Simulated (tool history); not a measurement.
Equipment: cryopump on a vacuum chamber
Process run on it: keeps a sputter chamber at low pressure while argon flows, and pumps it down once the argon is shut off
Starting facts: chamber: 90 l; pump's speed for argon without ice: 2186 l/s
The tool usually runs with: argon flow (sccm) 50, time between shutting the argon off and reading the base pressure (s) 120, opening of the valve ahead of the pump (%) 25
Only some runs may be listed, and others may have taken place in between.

| run | hour | argon flow (sccm) | time between shutting the argon off and reading the base pressure (s) | opening of the valve ahead of the pump (%) | pressure while argon flows (Pa) | pressure after the wait (uPa) |
|---|---|---|---|---|---|---|
| 1 | 0.0 | 50 | 120 | 25 | 0.1675 | 2.26 |
| 2 | 44.3 | 50 | 120 | 25 | 0.1674 | 2.33 |
| 3 | 77.0 | 50 | 120 | 25 | 0.1666 | 2.31 |
| 4 | 106.1 | 50 | 120 | 25 | 0.1681 | 2.40 |
| 5 | 130.6 | 50 | 120 | 25 | 0.1687 | 2.36 |
| 6 | 153.0 | 41 | 120 | 25 | 0.1381 | 2.43 |
| 7 | 195.8 | 50 | 120 | 25 | 0.1676 | 2.41 |
| 8 | 218.6 | 24 | 120 | 25 | 0.0805 | 2.38 |
|  | 224.1 | leaking fittings of the chamber tightened, without venting |
| 9 | 248.2 | 24 | 120 | 25 | 0.0815 | 0.47 |
| 10 | 275.5 | 24 | 120 | 25 | 0.0809 | 0.46 |
| 11 | 303.7 | 24 | 120 | 25 | 0.0811 | 0.52 |
| 12 | 343.8 | 24 | 120 | 25 | 0.0809 | 0.53 |
| 13 | 375.9 | 24 | 120 | 25 | 0.0828 | 0.53 |
| 14 | 416.5 | 24 | 120 | 25 | 0.0826 | 0.58 |
| 15 | 446.7 | 24 | 120 | 25 | 0.0835 | 0.56 |
| 16 | 496.8 | 24 | 120 | 25 | 0.0831 | 0.57 |
| 17 | 519.3 | 50 | 120 | 25 | 0.1722 | 0.57 |
|  | 556.3 | pump warmed up, emptied and cooled again |
| 18 | 575.1 | 77 | 34 | 17 | 0.3501 | 1.08 |
| 19 | 604.3 | 39 | 120 | 22 | 0.1376 | 0.50 |
| 20 | 642.9 | 29 | 39 | 25 | 0.0903 | 1.03 |
| 21 | 687.6 | 50 | 194 | 39 | 0.1001 | 0.46 |
| 22 | 732.9 | 50 | 182 | 52 | 0.0765 | 0.53 |
| 23 | 768.9 | 38 | 145 | 52 | 0.0578 | 0.56 |
| 24 | 797.8 | 38 | 145 | 52 | 0.0573 | 0.55 |
| 25 | 837.9 | 50 | 120 | 28 | 0.1411 | 0.64 |
| 26 | 863.6 | 80 | 34 | 26 | 0.2427 | 1.22 |
| 27 | 889.8 | 48 | 209 | 26 | 0.1463 | 0.55 |
| 28 | 935.4 | 57 | 36 | 25 | 0.1808 | 1.18 |
| 29 | 973.2 | 73 | 115 | 19 | 0.3011 | 0.71 |
| 30 | 1019.5 | 73 | 115 | 19 | 0.3004 | 0.67 |
| 31 | 1063.9 | 73 | 92 | 27 | 0.2139 | 0.84 |
| 32 | 1092.5 | 29 | 232 | 44 | 0.0538 | 0.63 |
| 33 | 1125.6 | 29 | 232 | 44 | 0.0536 | 0.63 |

Each row is a separate what-if for the run after 33, all from the same tool condition, not one after another. Results?
| A | 1161.3 | 29 | 162 | 21 | ? | ? |
| B | 1161.3 | 41 | 120 | 41 | ? | ? |
| C | 1161.3 | 41 | 232 | 44 | ? | ? |
| D | 1161.3 | 91 | 120 | 25 | ? | ? |
| E | 1161.3 | 27 | 232 | 44 | ? | ? |

| run | pressure while argon flows (Pa) | pressure after the wait (uPa) |
|---|---|---|
| A | 0.1105 | 0.70 |
| B | 0.0804 | 0.75 |
| C | 0.0755 | 0.69 |
| D | 0.2887 | 0.73 |
| E | 0.0489 | 0.65 |
What these runs would have given with no unlogged condition in the tool:
| run | pressure while argon flows (Pa) | pressure after the wait (uPa) |
|---|---|---|
| A | 0.1081 | 0.29 |
| B | 0.0769 | 0.34 |
| C | 0.0720 | 0.27 |
| D | 0.2810 | 0.32 |
| E | 0.0466 | 0.23 |
